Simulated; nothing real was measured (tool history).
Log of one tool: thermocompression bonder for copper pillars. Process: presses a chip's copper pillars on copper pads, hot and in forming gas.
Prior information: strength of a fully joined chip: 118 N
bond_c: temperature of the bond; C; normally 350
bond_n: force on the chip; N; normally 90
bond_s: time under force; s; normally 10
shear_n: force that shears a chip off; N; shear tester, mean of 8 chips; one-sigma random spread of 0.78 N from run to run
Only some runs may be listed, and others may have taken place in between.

run,hour,bond_c,bond_n,bond_s,shear_n
1,0.0,350,90,10,60.9
2,15.6,350,90,10,60.3
3,26.7,350,64,10,51.7
4,40.5,350,83,10,58.3
5,53.6,350,90,10,60.7
6,73.1,350,90,10,62.4
7,90.3,350,90,10,59.0
8,100.7,350,90,10,59.2
9,115.1,350,70,10,53.1
10,125.0,350,70,10,50.4
11,135.4,330,90,10,47.8
12,149.7,330,90,10,47.8
13,158.8,330,90,10,48.2
14,172.9,330,90,10,48.7
15,191.2,330,90,10,48.4
16,203.2,330,90,10,48.0
17,217.6,328,100,15,57.5
18,230.9,328,100,15,56.8
# hour 234.6: heater calibrated with a thermocouple chip
19,249.9,339,86,27,70.7
20,266.8,323,87,10,41.7
21,277.1,323,119,21,65.1
22,294.9,323,119,21,65.6
23,313.2,323,119,13,55.7
24,321.3,323,119,13,54.2
25,338.7,323,119,13,54.0
# hour 350.1: heater calibrated with a thermocouple chip, once more
26,359.3,323,119,13,54.8
27,375.3,350,90,9,54.8
28,393.6,350,90,6,48.2
29,401.5,334,95,8,45.1
30,410.7,338,134,16,69.6
31,429.5,347,74,8,46.4

Per-run results on a tool with no hidden state, each run keeping its own random variation:
Hidden conditions of the tool in this case: true temperature of the bond over the reading, C; force that reaches the chip, % of what is set; oxide that the forming gas leaves, % of the face; drift of the gauge itself on shear_n, %.
run,shear_n
1,60.6
2,60.2
3,51.7
4,58.5
5,61.0
6,62.9
7,59.6
8,60.0
9,54.0
10,51.3
11,48.9
12,48.9
13,49.5
14,50.0
15,50.0
16,49.7
17,59.7
18,59.2
19,74.3
20,44.1
21,68.8
22,69.7
23,59.4
24,57.9
25,57.9
26,57.9
27,58.0
28,51.2
29,48.0
30,74.5
31,49.6
